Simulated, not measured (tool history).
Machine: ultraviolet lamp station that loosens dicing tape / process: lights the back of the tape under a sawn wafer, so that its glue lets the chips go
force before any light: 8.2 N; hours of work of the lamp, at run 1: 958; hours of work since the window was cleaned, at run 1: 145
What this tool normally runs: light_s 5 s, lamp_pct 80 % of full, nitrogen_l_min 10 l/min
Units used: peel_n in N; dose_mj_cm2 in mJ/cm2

run	hour	light_s	lamp_pct	nitrogen_l_min	hours of work of the lamp	hours of work since the window was cleaned	peel_n	dose_mj_cm2
1	0	5	80	10	958	145	0.312	453
2	54.6	5	80	10	983	170	0.324	447
3	105.7	5	80	10	1007	194	0.324	444
4	188	5	80	10	1045	232	0.356	437
5	242.6	5	80	10	1070	257	0.355	433
6	284.8	5	80	10	1090	276	0.351	425
7	352.1	5	80	10	1121	308	0.36	423
8	413.4	6	97	3	1149	336	0.557	614
9	464.5	3	71	3	1173	360	2.938	223
10	533.4	3	67	6	1205	392	2.187	208
11	625	3	67	6	1247	434	2.256	204
12	700.5	2	64	6	1282	469	3.621	125
# hour 718.8: window cleaned of glue's vapour
13	781.3	2	64	6	1319	29	3.396	140
14	836.5	2	91	7	1345	54	2.215	198

Take each entry between the runs: how does the hidden state at the last listed run before it differ from the hidden state at the first listed run after it?
In the gap between runs 12 and 13: window cleaned of glue's vapour (hour 718.8)
  lamp's light, % of a new lamp's: 83.9 -> 83.4; light that the window lets through, % of a clean one's: 89.9 -> 99.2
  the result without the hidden state subtracted from the measured one, peel_n: +0.829 -> +0.564 N; dose_mj_cm2: -41 -> -30 mJ/cm2
